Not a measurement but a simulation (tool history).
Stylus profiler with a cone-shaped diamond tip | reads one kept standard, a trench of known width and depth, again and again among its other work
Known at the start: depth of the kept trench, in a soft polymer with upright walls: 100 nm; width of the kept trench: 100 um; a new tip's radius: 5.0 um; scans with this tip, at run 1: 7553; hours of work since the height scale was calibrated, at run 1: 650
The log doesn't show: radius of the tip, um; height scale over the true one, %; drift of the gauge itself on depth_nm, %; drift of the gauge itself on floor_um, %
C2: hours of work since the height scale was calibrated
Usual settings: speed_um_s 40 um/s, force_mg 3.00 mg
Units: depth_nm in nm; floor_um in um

{"run": 1, "hour": 0.0, "speed_um_s": 40, "force_mg": 3.0, "scans with this tip": 7553, "C2": 650, "depth_nm": 101.84, "floor_um": 97.56}
{"run": 2, "hour": 121.3, "speed_um_s": 40, "force_mg": 5.89, "scans with this tip": 8676, "C2": 747, "depth_nm": 102.67, "floor_um": 97.54}
{"run": 3, "hour": 196.9, "speed_um_s": 40, "force_mg": 3.0, "scans with this tip": 9376, "C2": 807, "depth_nm": 101.84, "floor_um": 97.48}
{"run": 4, "hour": 308.9, "speed_um_s": 40, "force_mg": 3.0, "scans with this tip": 10412, "C2": 897, "depth_nm": 102.07, "floor_um": 97.47}
{"run": 5, "hour": 394.7, "speed_um_s": 40, "force_mg": 3.0, "scans with this tip": 11206, "C2": 965, "depth_nm": 101.99, "floor_um": 97.37}
{"run": 6, "hour": 485.2, "speed_um_s": 40, "force_mg": 3.0, "scans with this tip": 12044, "C2": 1037, "depth_nm": 101.97, "floor_um": 97.41}
{"run": 7, "hour": 616.8, "speed_um_s": 142, "force_mg": 3.0, "scans with this tip": 13263, "C2": 1142, "depth_nm": 102.15, "floor_um": 96.93}
{"run": 8, "hour": 680.0, "speed_um_s": 142, "force_mg": 3.0, "scans with this tip": 13847, "C2": 1192, "depth_nm": 102.03, "floor_um": 96.89}
{"run": 9, "hour": 815.4, "speed_um_s": 40, "force_mg": 3.0, "scans with this tip": 15100, "C2": 1300, "depth_nm": 101.97, "floor_um": 97.32}
{"run": 10, "hour": 922.4, "speed_um_s": 40, "force_mg": 3.0, "scans with this tip": 16091, "C2": 1385, "depth_nm": 102.07, "floor_um": 97.24}
{"run": 11, "hour": 1059.8, "speed_um_s": 40, "force_mg": 1.51, "scans with this tip": 17363, "C2": 1495, "depth_nm": 101.74, "floor_um": 97.13}
{"run": 12, "hour": 1127.1, "speed_um_s": 40, "force_mg": 2.71, "scans with this tip": 17986, "C2": 1549, "depth_nm": 101.95, "floor_um": 97.25}
{"run": 13, "hour": 1242.9, "speed_um_s": 40, "force_mg": 2.71, "scans with this tip": 19058, "C2": 1641, "depth_nm": 102.28, "floor_um": 97.2}
{"run": 14, "hour": 1361.6, "speed_um_s": 40, "force_mg": 2.71, "scans with this tip": 20157, "C2": 1736, "depth_nm": 102.11, "floor_um": 97.15}
{"run": 15, "hour": 1460.2, "speed_um_s": 97, "force_mg": 4.77, "scans with this tip": 21070, "C2": 1814, "depth_nm": 102.78, "floor_um": 96.98}
{"hour": 1580.7, "done": "height scale calibrated on a step standard"}
{"run": 16, "hour": 1592.1, "speed_um_s": 40, "force_mg": 5.26, "scans with this tip": 22285, "C2": 9, "depth_nm": 102.24, "floor_um": 97.13}
{"run": 17, "hour": 1703.5, "speed_um_s": 94, "force_mg": 5.52, "scans with this tip": 23317, "C2": 98, "depth_nm": 102.56, "floor_um": 96.89}
{"run": 18, "hour": 1802.7, "speed_um_s": 83, "force_mg": 8.06, "scans with this tip": 24235, "C2": 177, "depth_nm": 103.17, "floor_um": 97.01}
{"run": 19, "hour": 1911.8, "speed_um_s": 91, "force_mg": 5.16, "scans with this tip": 25245, "C2": 264, "depth_nm": 102.48, "floor_um": 96.85}
{"run": 20, "hour": 1990.5, "speed_um_s": 91, "force_mg": 5.16, "scans with this tip": 25974, "C2": 327, "depth_nm": 102.34, "floor_um": 96.8}
{"run": 21, "hour": 2118.3, "speed_um_s": 32, "force_mg": 1.12, "scans with this tip": 27156, "C2": 428, "depth_nm": 100.95, "floor_um": 96.89}
{"run": 22, "hour": 2250.2, "speed_um_s": 32, "force_mg": 1.12, "scans with this tip": 28377, "C2": 534, "depth_nm": 101.03, "floor_um": 96.84}
{"hour": 2313.4, "done": "new tip fitted, height scale calibrated"}
{"run": 23, "hour": 2379.1, "speed_um_s": 32, "force_mg": 1.12, "scans with this tip": 609, "C2": 52, "depth_nm": 100.89, "floor_um": 97.74}
{"run": 24, "hour": 2517.5, "speed_um_s": 32, "force_mg": 1.12, "scans with this tip": 1890, "C2": 163, "depth_nm": 100.85, "floor_um": 97.68}
{"run": 25, "hour": 2601.5, "speed_um_s": 125, "force_mg": 7.77, "scans with this tip": 2667, "C2": 230, "depth_nm": 103.36, "floor_um": 97.51}
{"run": 26, "hour": 2668.6, "speed_um_s": 74, "force_mg": 1.03, "scans with this tip": 3288, "C2": 283, "depth_nm": 100.98, "floor_um": 97.26}
{"run": 27, "hour": 2727.9, "speed_um_s": 24, "force_mg": 3.7, "scans with this tip": 3837, "C2": 330, "depth_nm": 102.01, "floor_um": 97.8}

Forecast each of these 4 alternatives for the next run:
{"run": "A", "hour": 2853.2, "speed_um_s": 155, "force_mg": 2.66, "scans with this tip": 4996, "C2": 430, "depth_nm": "?", "floor_um": "?"}
{"run": "B", "hour": 2853.2, "speed_um_s": 130, "force_mg": 2.18, "scans with this tip": 4996, "C2": 430, "depth_nm": "?", "floor_um": "?"}
{"run": "C", "hour": 2853.2, "speed_um_s": 132, "force_mg": 4.5, "scans with this tip": 4996, "C2": 430, "depth_nm": "?", "floor_um": "?"}
{"run": "D", "hour": 2853.2, "speed_um_s": 49, "force_mg": 1.22, "scans with this tip": 4996, "C2": 430, "depth_nm": "?", "floor_um": "?"}

run=A depth_nm=101.71 floor_um=97.06
run=B depth_nm=101.47 floor_um=97.12
run=C depth_nm=102.35 floor_um=97.32
run=D depth_nm=101.01 floor_um=97.45
Without the tool's hidden state the same runs would have given:
run=A depth_nm=101.52 floor_um=97.25
run=B depth_nm=101.27 floor_um=97.31
run=C depth_nm=102.15 floor_um=97.51
run=D depth_nm=100.82 floor_um=97.64

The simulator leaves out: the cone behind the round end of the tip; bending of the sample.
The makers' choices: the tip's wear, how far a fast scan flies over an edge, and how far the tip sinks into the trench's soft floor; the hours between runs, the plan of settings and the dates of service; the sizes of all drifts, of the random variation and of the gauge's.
